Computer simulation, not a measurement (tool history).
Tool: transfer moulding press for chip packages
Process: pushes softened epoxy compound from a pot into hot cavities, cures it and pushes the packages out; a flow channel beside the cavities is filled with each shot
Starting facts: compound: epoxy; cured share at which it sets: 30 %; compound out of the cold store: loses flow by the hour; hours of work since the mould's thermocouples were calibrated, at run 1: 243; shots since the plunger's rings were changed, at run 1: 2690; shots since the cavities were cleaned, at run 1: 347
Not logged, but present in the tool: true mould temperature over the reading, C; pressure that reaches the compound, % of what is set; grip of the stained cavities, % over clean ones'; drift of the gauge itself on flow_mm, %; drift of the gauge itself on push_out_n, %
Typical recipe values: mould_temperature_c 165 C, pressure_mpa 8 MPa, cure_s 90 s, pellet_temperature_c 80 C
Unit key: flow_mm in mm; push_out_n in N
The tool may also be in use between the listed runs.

| run | hour | mould_temperature_c | pressure_mpa | cure_s | pellet_temperature_c | hours of work since the mould's thermocouples were calibrated | shots since the plunger's rings were changed | shots since the cavities were cleaned | incoming compound's hours out of the cold store | flow_mm | push_out_n |
|---|---|---|---|---|---|---|---|---|---|---|---|
| 1 | 0 | 165 | 8 | 90 | 80 | 243 | 2690 | 347 | 25.9 | 807 | 772 |
| 2 | 35 | 161 | 8 | 90 | 80 | 262 | 3065 | 722 | 37.5 | 777 | 1130 |
|  | 51.5 | cavities cleaned with cleaning compound and waxed |
| 3 | 82 | 165 | 8.61 | 90 | 80 | 287 | 3554 | 328 | 37 | 790 | 725 |
|  | 108.6 | plunger's sealing rings changed |
| 4 | 112 | 165 | 6.02 | 90 | 80 | 302 | 36 | 622 | 21.5 | 734 | 873 |
|  | 136.5 | cavities cleaned with cleaning compound and waxed |
| 5 | 158.1 | 168 | 8 | 90 | 80 | 326 | 515 | 231 | 13.5 | 867 | 618 |
| 6 | 214.1 | 168 | 8 | 90 | 80 | 356 | 1115 | 831 | 15.1 | 856 | 783 |
|  | 218.9 | cavities cleaned with cleaning compound and waxed |
| 7 | 248 | 168 | 8 | 90 | 80 | 374 | 1463 | 312 | 10.4 | 871 | 669 |
| 8 | 272.1 | 168 | 8 | 90 | 80 | 387 | 1721 | 570 | 9.6 | 872 | 726 |
|  | 300 | cavities cleaned with cleaning compound and waxed |
| 9 | 314.7 | 170 | 8 | 90 | 80 | 409 | 2162 | 158 | 43.1 | 743 | 517 |
| 10 | 347.3 | 165 | 8 | 90 | 80 | 427 | 2512 | 508 | 38.8 | 769 | 838 |
|  | 381.5 | cavities cleaned with cleaning compound and waxed |
| 11 | 381.5 | 165 | 8 | 107 | 80 | 445 | 2862 | 0 | 16.5 | 841 | 419 |
| 12 | 409.2 | 165 | 8 | 107 | 80 | 460 | 3160 | 298 | 18.1 | 834 | 559 |
| 13 | 451.3 | 165 | 8 | 107 | 80 | 483 | 3612 | 750 | 44 | 745 | 672 |
|  | 462.5 | cavities cleaned with cleaning compound and waxed |
|  | 471.9 | plunger's sealing rings changed |
| 14 | 487.8 | 165 | 8 | 107 | 80 | 500 | 170 | 245 | 10.7 | 890 | 590 |
| 15 | 516 | 165 | 8 | 107 | 80 | 516 | 473 | 548 | 16.5 | 863 | 673 |
|  | 550.3 | cavities cleaned with cleaning compound and waxed |
| 16 | 565.5 | 167 | 7.09 | 123 | 80 | 542 | 988 | 164 | 33.3 | 745 | 455 |
| 17 | 595.6 | 167 | 7.09 | 123 | 80 | 558 | 1311 | 487 | 32.9 | 746 | 552 |
| 18 | 621.9 | 165 | 8.85 | 90 | 80 | 572 | 1593 | 769 | 42.3 | 804 | 928 |
|  | 635.7 | cavities cleaned with cleaning compound and waxed |
| 19 | 649.7 | 165 | 8 | 90 | 73 | 587 | 1875 | 150 | 35.7 | 785 | 684 |
| 20 | 700.8 | 172 | 8 | 72 | 78 | 614 | 2423 | 698 | 33.7 | 772 | 921 |
|  | 718.3 | cavities cleaned with cleaning compound and waxed |
| 21 | 746.3 | 165 | 8 | 99 | 76 | 638 | 2895 | 300 | 16.4 | 845 | 648 |
| 22 | 776.9 | 165 | 8 | 90 | 78 | 655 | 3223 | 628 | 44.4 | 746 | 830 |
|  | 801 | cavities cleaned with cleaning compound and waxed |
| 23 | 831.2 | 165 | 8 | 90 | 78 | 684 | 3789 | 324 | 23.5 | 812 | 795 |
|  | 836.4 | plunger's sealing rings changed |
|  | 852.9 | mould's thermocouples calibrated |
| 24 | 862.5 | 164 | 8 | 90 | 80 | 5 | 258 | 612 | 14.6 | 875 | 881 |
|  | 888.1 | cavities cleaned with cleaning compound and waxed |
| 25 | 900.1 | 171 | 8 | 71 | 89 | 25 | 645 | 129 | 15.6 | 845 | 689 |
| 26 | 936.8 | 172 | 8 | 97 | 80 | 45 | 1038 | 522 | 47.7 | 734 | 563 |
|  | 971.8 | cavities cleaned with cleaning compound and waxed |
| 27 | 990.3 | 165 | 8.46 | 90 | 80 | 73 | 1597 | 198 | 17 | 873 | 672 |

Consider 4 possible next runs. They are alternatives, not a sequence: every one starts from the tool as it was left by run 27. What does each give?
| A | 1044 | 165 | 8 | 86 | 80 | 102 | 2173 | 774 | 21.9 | ? | ? |
| B | 1044 | 165 | 8.06 | 90 | 80 | 102 | 2173 | 774 | 35.7 | ? | ? |
| C | 1044 | 170 | 8 | 90 | 74 | 102 | 2173 | 774 | 30.4 | ? | ? |
| D | 1044 | 165 | 8.46 | 71 | 80 | 102 | 2173 | 774 | 44 | ? | ? |

| run | flow_mm | push_out_n |
|---|---|---|
| A | 827 | 964 |
| B | 781 | 821 |
| C | 784 | 677 |
| D | 773 | 1349 |
With the hidden condition removed and each run's random variation left untouched, the same runs would have given:
| run | flow_mm | push_out_n |
|---|---|---|
| A | 847 | 576 |
| B | 800 | 485 |
| C | 804 | 401 |
| D | 792 | 800 |

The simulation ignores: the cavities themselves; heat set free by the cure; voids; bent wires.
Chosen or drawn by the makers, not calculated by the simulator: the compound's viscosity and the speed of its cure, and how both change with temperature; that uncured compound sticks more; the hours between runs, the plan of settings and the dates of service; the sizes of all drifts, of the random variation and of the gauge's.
